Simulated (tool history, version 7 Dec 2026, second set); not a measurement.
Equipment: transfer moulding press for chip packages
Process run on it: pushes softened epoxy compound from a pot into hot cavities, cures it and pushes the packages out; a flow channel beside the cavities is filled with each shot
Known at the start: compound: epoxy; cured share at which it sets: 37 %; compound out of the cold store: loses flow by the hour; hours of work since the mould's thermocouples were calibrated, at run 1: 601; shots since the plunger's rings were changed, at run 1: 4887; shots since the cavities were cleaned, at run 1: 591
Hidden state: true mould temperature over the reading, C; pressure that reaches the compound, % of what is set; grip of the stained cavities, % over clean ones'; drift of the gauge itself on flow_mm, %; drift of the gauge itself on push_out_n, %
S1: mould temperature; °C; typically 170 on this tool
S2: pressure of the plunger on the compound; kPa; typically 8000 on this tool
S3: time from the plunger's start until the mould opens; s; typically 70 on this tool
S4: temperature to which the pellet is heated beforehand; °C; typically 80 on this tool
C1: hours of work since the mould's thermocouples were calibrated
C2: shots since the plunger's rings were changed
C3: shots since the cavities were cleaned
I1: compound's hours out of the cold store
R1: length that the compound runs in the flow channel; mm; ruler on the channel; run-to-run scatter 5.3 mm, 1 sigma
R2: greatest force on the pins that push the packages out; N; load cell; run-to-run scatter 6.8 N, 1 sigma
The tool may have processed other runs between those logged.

run 1 hour=0.0 | S1=170 S2=8000 S3=70 S4=80 | C1=601 C2=4887 C3=591 | I1=24.4 | R1=670 R2=463
-- hour=26.3 plunger's sealing rings changed
run 2 hour=31.6 | S1=170 S2=8000 S3=70 S4=80 | C1=617 C2=77 C3=1013 | I1=14.5 | R1=766 R2=521
-- hour=41.7 mould's thermocouples calibrated
-- hour=44.7 cavities cleaned with cleaning compound and waxed
run 3 hour=56.6 | S1=170 S2=8000 S3=70 S4=80 | C1=8 C2=389 C3=173 | I1=16.0 | R1=758 R2=405
run 4 hour=73.1 | S1=170 S2=8000 S3=70 S4=80 | C1=17 C2=627 C3=411 | I1=25.4 | R1=737 R2=458
run 5 hour=99.2 | S1=170 S2=8000 S3=70 S4=80 | C1=31 C2=1005 C3=789 | I1=39.5 | R1=698 R2=514
run 6 hour=113.7 | S1=170 S2=8000 S3=70 S4=80 | C1=40 C2=1215 C3=999 | I1=29.7 | R1=702 R2=560
-- hour=126.6 cavities cleaned with cleaning compound and waxed
run 7 hour=132.5 | S1=170 S2=8000 S3=85 S4=80 | C1=49 C2=1465 C3=85 | I1=22.5 | R1=730 R2=261
run 8 hour=149.8 | S1=170 S2=8000 S3=85 S4=80 | C1=59 C2=1716 C3=336 | I1=23.4 | R1=728 R2=320
run 9 hour=169.8 | S1=170 S2=8000 S3=58 S4=80 | C1=70 C2=2006 C3=626 | I1=27.6 | R1=702 R2=784
run 10 hour=193.2 | S1=162 S2=8000 S3=70 S4=80 | C1=83 C2=2344 C3=964 | I1=37.6 | R1=696 R2=966
-- hour=207.9 cavities cleaned with cleaning compound and waxed
-- hour=216.1 mould's thermocouples calibrated, once more
run 11 hour=226.6 | S1=162 S2=8000 S3=70 S4=80 | C1=6 C2=2778 C3=243 | I1=15.0 | R1=740 R2=667
run 12 hour=257.2 | S1=162 S2=8000 S3=70 S4=80 | C1=23 C2=3221 C3=686 | I1=20.0 | R1=735 R2=851
run 13 hour=273.8 | S1=162 S2=8000 S3=70 S4=80 | C1=32 C2=3461 C3=926 | I1=23.4 | R1=725 R2=874
-- hour=292.1 cavities cleaned with cleaning compound and waxed
run 14 hour=299.0 | S1=170 S2=9640 S3=70 S4=80 | C1=46 C2=3805 C3=101 | I1=44.7 | R1=700 R2=305
run 15 hour=326.6 | S1=170 S2=8000 S3=94 S4=81 | C1=61 C2=4204 C3=500 | I1=46.1 | R1=637 R2=326
run 16 hour=348.0 | S1=176 S2=7160 S3=79 S4=85 | C1=73 C2=4514 C3=810 | I1=26.5 | R1=620 R2=353
run 17 hour=367.9 | S1=171 S2=8000 S3=104 S4=84 | C1=84 C2=4803 C3=1099 | I1=14.1 | R1=688 R2=355
-- hour=373.2 cavities cleaned with cleaning compound and waxed
-- hour=401.0 plunger's sealing rings changed
run 18 hour=401.0 | S1=171 S2=8000 S3=78 S4=72 | C1=101 C2=0 C3=367 | I1=30.6 | R1=727 R2=343
run 19 hour=419.4 | S1=171 S2=8000 S3=78 S4=72 | C1=111 C2=266 C3=633 | I1=37.6 | R1=690 R2=378
run 20 hour=441.1 | S1=167 S2=8000 S3=62 S4=80 | C1=123 C2=580 C3=947 | I1=13.1 | R1=785 R2=848

Run 21, settings as shown, results not yet in. Your forecast:
-- hour=456.7 cavities cleaned with cleaning compound and waxed
run 21 hour=458.2 | S1=167 S2=8000 S3=62 S4=80 | C1=132 C2=807 C3=23 | I1=20.1 | R1=? R2=?

For run 21 the tool returned R1 743 mm, R2 498 N.
The same run, on a tool lacking any hidden state, would have yielded R1 754 mm, R2 467 N.
